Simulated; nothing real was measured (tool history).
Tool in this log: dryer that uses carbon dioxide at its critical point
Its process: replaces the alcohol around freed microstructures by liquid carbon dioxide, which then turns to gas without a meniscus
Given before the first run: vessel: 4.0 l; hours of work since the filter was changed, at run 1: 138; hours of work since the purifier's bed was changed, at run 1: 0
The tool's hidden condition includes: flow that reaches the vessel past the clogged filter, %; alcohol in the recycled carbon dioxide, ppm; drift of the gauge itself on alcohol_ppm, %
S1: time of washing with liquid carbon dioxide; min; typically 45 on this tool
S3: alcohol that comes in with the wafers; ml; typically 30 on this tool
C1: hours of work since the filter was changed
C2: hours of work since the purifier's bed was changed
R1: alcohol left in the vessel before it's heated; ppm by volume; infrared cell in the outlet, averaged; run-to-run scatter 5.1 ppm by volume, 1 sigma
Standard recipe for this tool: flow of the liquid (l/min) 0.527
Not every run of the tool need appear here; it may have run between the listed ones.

Run 1, day 0.000: usual settings; C1 138; C2 0. Result: R1 110 ppm by volume.
Run 2, day 1.133: usual settings; C1 151; C2 13. Result: R1 113 ppm by volume.
Run 3, day 2.462: usual settings; C1 166; C2 28. Result: R1 121 ppm by volume.
Run 4, day 3.942: usual settings but S3 77 ml; C1 183; C2 45. Result: R1 306 ppm by volume.
Run 5, day 5.317: usual settings; C1 199; C2 61. Result: R1 126 ppm by volume.
Run 6, day 6.812: usual settings; C1 216; C2 78. Result: R1 131 ppm by volume.
Run 7, day 7.967: usual settings; C1 229; C2 91. Result: R1 156 ppm by volume.
At day 8.533: inlet filter changed.
Run 8, day 9.050: usual settings; C1 6; C2 103. Result: R1 96 ppm by volume.
Run 9, day 9.875: usual settings but flow of the liquid (l/min) 0.727; C1 15; C2 113. Result: R1 24 ppm by volume.
Run 10, day 11.383: usual settings but flow of the liquid (l/min) 0.727; C1 33; C2 130. Result: R1 46 ppm by volume.
Run 11, day 12.267: usual settings but flow of the liquid (l/min) 0.727; C1 43; C2 140. Result: R1 32 ppm by volume.
Run 12, day 13.700: usual settings but S3 21 ml; C1 59; C2 157. Result: R1 96 ppm by volume.
Run 13, day 14.667: usual settings but flow of the liquid (l/min) 0.597; C1 70; C2 168. Result: R1 81 ppm by volume.
Run 14, day 15.683: usual settings but flow of the liquid (l/min) 0.597; C1 82; C2 179. Result: R1 70 ppm by volume.
Run 15, day 16.504: usual settings but flow of the liquid (l/min) 0.712; C1 91; C2 189. Result: R1 45 ppm by volume.
Run 16, day 17.600: usual settings but flow of the liquid (l/min) 0.712; C1 104; C2 201. Result: R1 50 ppm by volume.
Run 17, day 18.679: usual settings but flow of the liquid (l/min) 0.712; C1 116; C2 214. Result: R1 52 ppm by volume.
Run 18, day 20.179: usual settings but flow of the liquid (l/min) 0.712; C1 134; C2 231. Result: R1 54 ppm by volume.
Run 19, day 21.408: usual settings but flow of the liquid (l/min) 0.712; C1 148; C2 245. Result: R1 66 ppm by volume.
Run 20, day 22.975: usual settings but flow of the liquid (l/min) 0.712; C1 166; C2 263. Result: R1 62 ppm by volume.
Run 21, day 24.054: usual settings; C1 178; C2 275. Result: R1 157 ppm by volume.
Run 22, day 25.192: usual settings but S3 55 ml; C1 191; C2 289. Result: R1 264 ppm by volume.
Run 23, day 26.442: usual settings but S1 44 min; C1 205; C2 303. Result: R1 187 ppm by volume.
Run 24, day 27.967: usual settings but S1 44 min; C1 223; C2 320. Result: R1 188 ppm by volume.
Run 25, day 28.767: usual settings but S1 47 min, flow of the liquid (l/min) 0.526; C1 232; C2 330. Result: R1 158 ppm by volume.
At day 29.092: inlet filter changed.
Run 26, day 29.754: usual settings but S1 30 min, flow of the liquid (l/min) 0.441; C1 8; C2 340. Result: R1 678 ppm by volume.
Run 27, day 30.417: usual settings but S1 30 min, flow of the liquid (l/min) 0.441; C1 15; C2 348. Result: R1 678 ppm by volume.
Run 28, day 31.112: usual settings but S1 30 min, flow of the liquid (l/min) 0.441; C1 23; C2 356. Result: R1 696 ppm by volume.
Run 29, day 32.050: usual settings but S1 61 min, flow of the liquid (l/min) 0.441; C1 34; C2 367. Result: R1 107 ppm by volume.
Run 30, day 33.033: usual settings but S1 61 min, flow of the liquid (l/min) 0.441; C1 45; C2 378. Result: R1 108 ppm by volume.
Run 31, day 33.917: usual settings but S1 32 min, S3 86 ml; C1 55; C2 388. Result: R1 999 ppm by volume.
Run 32, day 35.175: usual settings but flow of the liquid (l/min) 0.677, S3 32 ml; C1 70; C2 403. Result: R1 86 ppm by volume.
Run 33, day 36.525: usual settings but flow of the liquid (l/min) 0.677, S3 32 ml; C1 85; C2 418. Result: R1 87 ppm by volume.
Run 34, day 37.517: usual settings but S1 41 min, flow of the liquid (l/min) 0.677, S3 32 ml; C1 97; C2 429. Result: R1 100 ppm by volume.
Run 35, day 38.496: usual settings but S1 41 min, flow of the liquid (l/min) 0.677, S3 24 ml; C1 108; C2 441. Result: R1 110 ppm by volume.
Run 36, day 39.142: usual settings but S1 41 min, flow of the liquid (l/min) 0.677, S3 24 ml; C1 115; C2 448. Result: R1 105 ppm by volume.
Run 37, day 40.067: usual settings but S1 41 min, flow of the liquid (l/min) 0.677, S3 24 ml; C1 126; C2 459. Result: R1 108 ppm by volume.
Run 38, day 40.983: usual settings but S1 41 min, flow of the liquid (l/min) 0.691, S3 24 ml; C1 136; C2 469. Result: R1 98 ppm by volume.
Run 39, day 42.354: usual settings but S1 41 min, flow of the liquid (l/min) 0.691, S3 24 ml; C1 152; C2 485. Result: R1 99 ppm by volume.
Run 40, day 43.875: usual settings but S1 41 min, flow of the liquid (l/min) 0.691, S3 24 ml; C1 170; C2 502. Result: R1 103 ppm by volume.
Run 41, day 44.942: usual settings but S1 39 min, flow of the liquid (l/min) 0.617, S3 114 ml; C1 182; C2 515. Result: R1 484 ppm by volume.
Run 42, day 45.904: usual settings but S1 39 min, flow of the liquid (l/min) 0.617, S3 114 ml; C1 193; C2 526. Result: R1 481 ppm by volume.
Run 43, day 46.650: usual settings but S1 60 min, flow of the liquid (l/min) 0.367, S3 66 ml; C1 201; C2 534. Result: R1 469 ppm by volume.
Run 44, day 47.854: usual settings but S1 60 min, flow of the liquid (l/min) 0.367, S3 90 ml; C1 215; C2 548. Result: R1 638 ppm by volume.
Run 45, day 49.354: usual settings but S1 38 min, flow of the liquid (l/min) 0.426, S3 58 ml; C1 232; C2 565. Result: R1 1039 ppm by volume.
At day 49.621: inlet filter changed.
Run 46, day 50.258: usual settings but S1 38 min, flow of the liquid (l/min) 0.426, S3 58 ml; C1 7; C2 575. Result: R1 725 ppm by volume.
Run 47, day 51.225: usual settings but S1 48 min, flow of the liquid (l/min) 0.418, S3 39 ml; C1 18; C2 586. Result: R1 313 ppm by volume.

Here are 4 independent what-if runs from the current tool condition. What would each one return?
Run A, day 52.446: usual settings but S1 48 min, flow of the liquid (l/min) 0.367, S3 63 ml; C1 32; C2 600. Result: R1 ?.
Run B, day 52.446: usual settings but S1 42 min; C1 32; C2 600. Result: R1 ?.
Run C, day 52.446: usual settings but S1 52 min, flow of the liquid (l/min) 0.644; C1 32; C2 600. Result: R1 ?.
Run D, day 52.446: usual settings but S1 35 min, flow of the liquid (l/min) 0.528, S3 23 ml; C1 32; C2 600. Result: R1 ?.

run   R1
  A  689
  B  189
  C   97
  D  256
With no hidden state in the tool, these same runs would have given:
run   R1
  A  576
  B  102
  C   17
  D  167

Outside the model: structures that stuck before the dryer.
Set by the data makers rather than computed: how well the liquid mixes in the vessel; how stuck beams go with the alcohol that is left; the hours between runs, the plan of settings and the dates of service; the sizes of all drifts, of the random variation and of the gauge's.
